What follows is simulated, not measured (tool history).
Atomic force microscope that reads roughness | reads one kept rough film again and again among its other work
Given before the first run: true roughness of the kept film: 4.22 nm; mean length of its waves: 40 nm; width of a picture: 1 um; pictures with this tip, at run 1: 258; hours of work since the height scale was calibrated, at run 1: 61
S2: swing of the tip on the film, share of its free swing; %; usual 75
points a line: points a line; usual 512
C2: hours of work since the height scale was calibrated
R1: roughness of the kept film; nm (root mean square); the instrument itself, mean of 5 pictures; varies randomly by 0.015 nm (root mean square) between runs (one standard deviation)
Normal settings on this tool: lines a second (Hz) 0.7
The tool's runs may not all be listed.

run 1 hour=0 | lines_a_second_(Hz)=0.7 S2=75 points_a_line=512 | pictures_with_this_tip=258 C2=61 | R1=3.114
run 2 hour=9.5 | lines_a_second_(Hz)=0.7 S2=75 points_a_line=512 | pictures_with_this_tip=267 C2=65 | R1=3.098
run 3 hour=14.1 | lines_a_second_(Hz)=0.7 S2=75 points_a_line=512 | pictures_with_this_tip=271 C2=67 | R1=3.073
run 4 hour=19.2 | lines_a_second_(Hz)=0.7 S2=75 points_a_line=617 | pictures_with_this_tip=276 C2=69 | R1=3.09
run 5 hour=24.9 | lines_a_second_(Hz)=0.7 S2=75 points_a_line=617 | pictures_with_this_tip=282 C2=72 | R1=3.064
run 6 hour=35.3 | lines_a_second_(Hz)=0.925 S2=75 points_a_line=617 | pictures_with_this_tip=292 C2=76 | R1=3.038
run 7 hour=40.6 | lines_a_second_(Hz)=0.7 S2=75 points_a_line=512 | pictures_with_this_tip=297 C2=78 | R1=3.029
run 8 hour=45.6 | lines_a_second_(Hz)=0.7 S2=75 points_a_line=512 | pictures_with_this_tip=302 C2=81 | R1=3.009
run 9 hour=50.9 | lines_a_second_(Hz)=0.7 S2=78 points_a_line=512 | pictures_with_this_tip=307 C2=83 | R1=2.99
run 10 hour=57.7 | lines_a_second_(Hz)=1.519 S2=78 points_a_line=512 | pictures_with_this_tip=313 C2=86 | R1=2.881
-- hour=60.8 new tip fitted
run 11 hour=66.3 | lines_a_second_(Hz)=1.519 S2=78 points_a_line=512 | pictures_with_this_tip=5 C2=89 | R1=3.582
run 12 hour=74.6 | lines_a_second_(Hz)=1.519 S2=78 points_a_line=512 | pictures_with_this_tip=13 C2=93 | R1=3.533
run 13 hour=81.9 | lines_a_second_(Hz)=0.7 S2=75 points_a_line=512 | pictures_with_this_tip=20 C2=96 | R1=3.646
run 14 hour=90.1 | lines_a_second_(Hz)=0.7 S2=75 points_a_line=512 | pictures_with_this_tip=28 C2=100 | R1=3.651
run 15 hour=96.2 | lines_a_second_(Hz)=0.7 S2=75 points_a_line=891 | pictures_with_this_tip=34 C2=102 | R1=3.628
run 16 hour=104 | lines_a_second_(Hz)=0.7 S2=75 points_a_line=891 | pictures_with_this_tip=41 C2=106 | R1=3.622
run 17 hour=111.2 | lines_a_second_(Hz)=0.7 S2=75 points_a_line=891 | pictures_with_this_tip=48 C2=109 | R1=3.577
run 18 hour=118 | lines_a_second_(Hz)=0.7 S2=85 points_a_line=512 | pictures_with_this_tip=55 C2=112 | R1=3.517
run 19 hour=126.9 | lines_a_second_(Hz)=0.7 S2=85 points_a_line=512 | pictures_with_this_tip=63 C2=116 | R1=3.486
run 20 hour=132.6 | lines_a_second_(Hz)=0.7 S2=85 points_a_line=512 | pictures_with_this_tip=69 C2=118 | R1=3.455
run 21 hour=139.3 | lines_a_second_(Hz)=0.7 S2=85 points_a_line=512 | pictures_with_this_tip=75 C2=121 | R1=3.461
run 22 hour=148.9 | lines_a_second_(Hz)=0.7 S2=73 points_a_line=512 | pictures_with_this_tip=85 C2=125 | R1=3.48
run 23 hour=153.4 | lines_a_second_(Hz)=0.7 S2=75 points_a_line=512 | pictures_with_this_tip=89 C2=127 | R1=3.469
run 24 hour=163.8 | lines_a_second_(Hz)=1.957 S2=75 points_a_line=512 | pictures_with_this_tip=99 C2=132 | R1=3.293
run 25 hour=173.9 | lines_a_second_(Hz)=1.957 S2=75 points_a_line=512 | pictures_with_this_tip=109 C2=136 | R1=3.282
run 26 hour=179.2 | lines_a_second_(Hz)=0.546 S2=75 points_a_line=546 | pictures_with_this_tip=114 C2=139 | R1=3.445
run 27 hour=184 | lines_a_second_(Hz)=3.041 S2=57 points_a_line=427 | pictures_with_this_tip=118 C2=141 | R1=3.379
run 28 hour=191.6 | lines_a_second_(Hz)=0.7 S2=75 points_a_line=458 | pictures_with_this_tip=126 C2=144 | R1=3.401
run 29 hour=200.1 | lines_a_second_(Hz)=0.7 S2=75 points_a_line=458 | pictures_with_this_tip=134 C2=148 | R1=3.361
run 30 hour=207.6 | lines_a_second_(Hz)=0.7 S2=75 points_a_line=458 | pictures_with_this_tip=141 C2=151 | R1=3.368
run 31 hour=213.3 | lines_a_second_(Hz)=0.7 S2=75 points_a_line=407 | pictures_with_this_tip=147 C2=153 | R1=3.34
run 32 hour=220.2 | lines_a_second_(Hz)=3.946 S2=79 points_a_line=575 | pictures_with_this_tip=153 C2=156 | R1=2.915
run 33 hour=224.8 | lines_a_second_(Hz)=0.954 S2=79 points_a_line=575 | pictures_with_this_tip=158 C2=158 | R1=3.249
run 34 hour=230.7 | lines_a_second_(Hz)=0.954 S2=79 points_a_line=575 | pictures_with_this_tip=163 C2=161 | R1=3.24
run 35 hour=235.5 | lines_a_second_(Hz)=1.084 S2=76 points_a_line=304 | pictures_with_this_tip=168 C2=163 | R1=3.208
run 36 hour=240.2 | lines_a_second_(Hz)=1.861 S2=59 points_a_line=422 | pictures_with_this_tip=172 C2=165 | R1=3.26
run 37 hour=249.3 | lines_a_second_(Hz)=1.861 S2=59 points_a_line=422 | pictures_with_this_tip=181 C2=169 | R1=3.239
run 38 hour=255.1 | lines_a_second_(Hz)=2.563 S2=57 points_a_line=422 | pictures_with_this_tip=187 C2=172 | R1=3.223
run 39 hour=262.7 | lines_a_second_(Hz)=2.563 S2=57 points_a_line=422 | pictures_with_this_tip=194 C2=175 | R1=3.2
run 40 hour=271.1 | lines_a_second_(Hz)=2.265 S2=60 points_a_line=422 | pictures_with_this_tip=202 C2=179 | R1=3.201
run 41 hour=277 | lines_a_second_(Hz)=2.265 S2=60 points_a_line=422 | pictures_with_this_tip=208 C2=181 | R1=3.174
run 42 hour=287.3 | lines_a_second_(Hz)=2.265 S2=60 points_a_line=422 | pictures_with_this_tip=218 C2=186 | R1=3.159
run 43 hour=297 | lines_a_second_(Hz)=2.265 S2=60 points_a_line=422 | pictures_with_this_tip=227 C2=190 | R1=3.145
run 44 hour=307.1 | lines_a_second_(Hz)=2.265 S2=60 points_a_line=422 | pictures_with_this_tip=237 C2=194 | R1=3.099
run 45 hour=313.8 | lines_a_second_(Hz)=0.509 S2=62 points_a_line=575 | pictures_with_this_tip=243 C2=197 | R1=3.199
run 46 hour=320.9 | lines_a_second_(Hz)=0.509 S2=62 points_a_line=575 | pictures_with_this_tip=250 C2=200 | R1=3.179
run 47 hour=330.3 | lines_a_second_(Hz)=3.396 S2=58 points_a_line=267 | pictures_with_this_tip=259 C2=204 | R1=3.022
run 48 hour=337.8 | lines_a_second_(Hz)=3.293 S2=57 points_a_line=330 | pictures_with_this_tip=266 C2=208 | R1=3.043
run 49 hour=347.5 | lines_a_second_(Hz)=0.502 S2=89 points_a_line=365 | pictures_with_this_tip=276 C2=212 | R1=3.029

Consider 3 possible next runs. They are alternatives, not a sequence: every one starts from the tool as it was left by run 49. What does each give?
run A hour=354.6 | lines_a_second_(Hz)=0.7 S2=71 points_a_line=512 | pictures_with_this_tip=283 C2=215 | R1=?
run B hour=354.6 | lines_a_second_(Hz)=0.802 S2=87 points_a_line=850 | pictures_with_this_tip=283 C2=215 | R1=?
run C hour=354.6 | lines_a_second_(Hz)=2.892 S2=70 points_a_line=365 | pictures_with_this_tip=283 C2=215 | R1=?

run=A R1=3.082
run=B R1=2.993
run=C R1=2.919
With no hidden state in the tool, these same runs would have given:
run=A R1=3.749
run=B R1=3.641
run=C R1=3.552

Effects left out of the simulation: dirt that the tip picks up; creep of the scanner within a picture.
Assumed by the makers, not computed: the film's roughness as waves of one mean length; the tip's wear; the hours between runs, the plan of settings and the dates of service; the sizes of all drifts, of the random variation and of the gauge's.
